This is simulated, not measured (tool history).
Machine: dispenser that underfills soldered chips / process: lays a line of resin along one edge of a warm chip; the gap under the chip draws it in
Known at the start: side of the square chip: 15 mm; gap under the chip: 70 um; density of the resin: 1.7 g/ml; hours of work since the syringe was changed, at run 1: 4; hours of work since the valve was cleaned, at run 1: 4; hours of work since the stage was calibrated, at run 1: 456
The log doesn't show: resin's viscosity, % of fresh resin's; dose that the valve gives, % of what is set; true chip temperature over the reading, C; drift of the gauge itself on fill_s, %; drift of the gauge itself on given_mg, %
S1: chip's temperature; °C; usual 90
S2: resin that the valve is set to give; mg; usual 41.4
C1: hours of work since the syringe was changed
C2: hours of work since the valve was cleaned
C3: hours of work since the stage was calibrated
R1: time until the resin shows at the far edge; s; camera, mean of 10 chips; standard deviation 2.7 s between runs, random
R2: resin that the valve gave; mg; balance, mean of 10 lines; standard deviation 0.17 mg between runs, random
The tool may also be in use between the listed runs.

| run | hour | S1 | S2 | C1 | C2 | C3 | R1 | R2 |
|---|---|---|---|---|---|---|---|---|
| 1 | 0.0 | 90 | 41.4 | 4 | 4 | 456 | 354.9 | 41.26 |
|  | 8.4 | new syringe of resin |
| 2 | 8.4 | 90 | 38.6 | 0 | 11 | 463 | 247.1 | 38.36 |
| 3 | 19.9 | 90 | 49.6 | 9 | 19 | 471 | 491.7 | 49.20 |
|  | 22.8 | new syringe of resin |
| 4 | 32.0 | 90 | 41.4 | 7 | 28 | 480 | 425.6 | 40.26 |
|  | 36.8 | new syringe of resin |
| 5 | 47.5 | 90 | 41.4 | 8 | 40 | 492 | 486.6 | 39.86 |
|  | 50.7 | new syringe of resin |
| 6 | 61.1 | 90 | 41.4 | 8 | 50 | 502 | 473.1 | 39.91 |
|  | 64.7 | new syringe of resin |
| 7 | 76.7 | 90 | 41.4 | 9 | 62 | 514 | 528.2 | 39.12 |
|  | 79.0 | new syringe of resin |
| 8 | 88.6 | 90 | 41.4 | 7 | 71 | 523 | 458.7 | 38.92 |
|  | 93.3 | new syringe of resin |
|  | 94.3 | dispensing valve cleaned and set on the balance |
| 9 | 100.1 | 90 | 41.4 | 4 | 4 | 531 | 357.6 | 40.98 |
|  | 108.4 | new syringe of resin |
| 10 | 112.1 | 90 | 41.4 | 3 | 13 | 540 | 317.9 | 40.94 |
|  | 122.9 | new syringe of resin |
| 11 | 126.6 | 79 | 44.1 | 3 | 24 | 550 | 541.7 | 42.97 |
|  | 136.9 | new syringe of resin |
| 12 | 140.1 | 90 | 51.6 | 2 | 34 | 561 | 300.1 | 50.44 |
| 13 | 149.5 | 90 | 42.8 | 10 | 42 | 568 | 543.9 | 41.35 |
|  | 151.4 | new syringe of resin |
| 14 | 160.2 | 100 | 44.7 | 7 | 50 | 576 | 259.7 | 42.45 |
|  | 166.2 | new syringe of resin |
| 15 | 167.7 | 100 | 44.7 | 1 | 55 | 581 | 166.1 | 42.66 |
| 16 | 175.4 | 100 | 44.7 | 7 | 61 | 587 | 271.6 | 42.10 |
|  | 181.2 | new syringe of resin |
| 17 | 184.5 | 91 | 52.9 | 3 | 68 | 594 | 282.8 | 50.11 |
|  | 193.9 | dispensing valve cleaned and set on the balance |
|  | 196.9 | new syringe of resin |
| 18 | 197.2 | 77 | 45.4 | 0 | 2 | 603 | 478.0 | 45.15 |
|  | 211.8 | new syringe of resin |
| 19 | 211.8 | 89 | 42.9 | 0 | 13 | 614 | 252.4 | 42.27 |

Alternative continuations, all from the tool just after run 19; predict every row:
| A | 218.3 | 80 | 46.6 | 5 | 18 | 619 | ? | ? |
| B | 218.3 | 79 | 37.9 | 5 | 18 | 619 | ? | ? |
| C | 218.3 | 76 | 36.6 | 5 | 18 | 619 | ? | ? |

| run | R1 | R2 |
|---|---|---|
| A | 591.2 | 45.92 |
| B | 653.3 | 37.15 |
| C | 753.5 | 35.97 |
Had the tool no hidden state, the same runs would have come out as:
| run | R1 | R2 |
|---|---|---|
| A | 443.6 | 46.75 |
| B | 489.3 | 37.82 |
| C | 565.1 | 36.61 |
